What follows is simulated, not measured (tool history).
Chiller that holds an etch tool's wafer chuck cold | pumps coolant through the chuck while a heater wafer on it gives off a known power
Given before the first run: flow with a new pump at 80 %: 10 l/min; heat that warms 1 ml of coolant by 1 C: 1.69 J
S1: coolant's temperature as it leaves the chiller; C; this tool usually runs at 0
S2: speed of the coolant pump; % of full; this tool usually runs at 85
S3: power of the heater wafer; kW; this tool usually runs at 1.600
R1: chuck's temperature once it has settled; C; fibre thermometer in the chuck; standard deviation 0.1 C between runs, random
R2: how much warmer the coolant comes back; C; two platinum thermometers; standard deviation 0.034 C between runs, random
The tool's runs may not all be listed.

Run 1, day 0.000: usual settings. Result: R1 12.9 C, R2 5.66 C.
Run 2, day 5.288: usual settings. Result: R1 13.0 C, R2 5.63 C.
Run 3, day 10.412: usual settings. Result: R1 13.3 C, R2 5.68 C.
Run 4, day 15.254: usual settings. Result: R1 13.2 C, R2 5.65 C.
Run 5, day 17.683: usual settings but S3 1.660 kW. Result: R1 13.9 C, R2 5.89 C.
Run 6, day 20.129: usual settings but S1 8 C. Result: R1 21.3 C, R2 5.64 C.
Run 7, day 25.546: usual settings but S1 -8 C. Result: R1 5.3 C, R2 5.67 C.
Run 8, day 29.375: usual settings but S1 -8 C. Result: R1 5.3 C, R2 5.73 C.
Run 9, day 31.921: usual settings. Result: R1 13.2 C, R2 5.74 C.
Run 10, day 37.262: usual settings. Result: R1 13.3 C, R2 5.72 C.
Run 11, day 42.100: usual settings. Result: R1 13.5 C, R2 5.73 C.
Run 12, day 44.875: usual settings but S1 -5 C. Result: R1 8.4 C, R2 5.64 C.
Run 13, day 49.092: usual settings but S1 7 C. Result: R1 20.6 C, R2 5.80 C.
Run 14, day 53.529: usual settings but S1 7 C. Result: R1 20.6 C, R2 5.74 C.
Run 15, day 56.288: usual settings. Result: R1 13.4 C, R2 5.76 C.
At day 59.321: chiller's thermometer calibrated.
Run 16, day 60.796: usual settings. Result: R1 13.4 C, R2 5.73 C.
Run 17, day 64.296: usual settings but S1 -3 C, S2 92 % of full, S3 1.066 kW. Result: R1 5.5 C, R2 3.52 C.
Run 18, day 66.612: usual settings but S1 -3 C, S2 92 % of full, S3 1.066 kW. Result: R1 5.4 C, R2 3.56 C.
Run 19, day 69.221: usual settings but S1 -4 C, S2 64 % of full, S3 2.308 kW. Result: R1 20.9 C, R2 11.41 C.
Run 20, day 73.683: usual settings but S1 3 C, S2 65 % of full, S3 1.118 kW. Result: R1 14.7 C, R2 5.35 C.
Run 21, day 76.671: usual settings but S1 -6 C, S2 99 % of full, S3 2.089 kW. Result: R1 9.5 C, R2 6.46 C.
Run 22, day 82.192: usual settings but S1 7 C, S2 79 % of full, S3 0.936 kW. Result: R1 15.6 C, R2 3.67 C.
Run 23, day 86.762: usual settings but S1 -9 C, S2 74 % of full, S3 1.048 kW. Result: R1 1.1 C, R2 4.44 C.
Run 24, day 90.279: usual settings but S1 -9 C, S2 74 % of full, S3 1.048 kW. Result: R1 1.1 C, R2 4.44 C.
Run 25, day 94.908: usual settings but S1 -6 C, S2 74 % of full, S3 0.976 kW. Result: R1 3.3 C, R2 4.16 C.
Run 26, day 99.667: usual settings but S1 -7 C, S2 91 % of full, S3 1.904 kW. Result: R1 8.6 C, R2 6.45 C.
Run 27, day 102.733: usual settings but S1 -3 C, S2 65 % of full. Result: R1 14.4 C, R2 7.85 C.
Run 28, day 108.354: usual settings but S1 -3 C, S2 65 % of full. Result: R1 14.4 C, R2 7.86 C.
Run 29, day 111.000: usual settings but S1 7 C, S2 80 % of full, S3 1.402 kW. Result: R1 19.6 C, R2 5.55 C.
Run 30, day 114.479: usual settings but S1 -7 C, S3 1.604 kW. Result: R1 7.2 C, R2 5.86 C.
Run 31, day 117.458: usual settings but S1 4 C, S2 61 % of full, S3 0.938 kW. Result: R1 14.9 C, R2 4.92 C.
Run 32, day 122.350: usual settings but S1 4 C, S2 61 % of full, S3 2.057 kW. Result: R1 27.8 C, R2 10.95 C.

A few steps of R1 between consecutive runs. Split each: what settings, incoming material and random variation would produce without the hidden state, and what is left over for the hidden state, along with gauge scatter present in only one of the two compared results (measured, and without hidden state):
The hidden state here: heat passed by the chuck's channels, % of clean ones'; flow at a given pump speed, % of a new pump's; coolant's true temperature over the reading, C; drift of the gauge itself on chuck_c, C; drift of the gauge itself on warmer_back_c, C.
Run 6 -> 7: S1 8 -> -8. R1 -16.0 C: hidden state +0.0, all else -16.0.
Run 18 -> 19: S1 -3 -> -4, S2 92 -> 64, S3 1.066 -> 2.308. R1 +15.5 C: hidden state +1.8, all else +13.7.
Run 19 -> 20: S1 -4 -> 3, S2 64 -> 65, S3 2.308 -> 1.118. R1 -6.2 C: hidden state -1.4, all else -4.8.
Run 22 -> 23: S1 7 -> -9, S2 79 -> 74, S3 0.936 -> 1.048. R1 -14.5 C: hidden state +0.2, all else -14.7.
Run 31 -> 32: S3 0.938 -> 2.057. R1 +12.9 C: hidden state +1.7, all else +11.2.

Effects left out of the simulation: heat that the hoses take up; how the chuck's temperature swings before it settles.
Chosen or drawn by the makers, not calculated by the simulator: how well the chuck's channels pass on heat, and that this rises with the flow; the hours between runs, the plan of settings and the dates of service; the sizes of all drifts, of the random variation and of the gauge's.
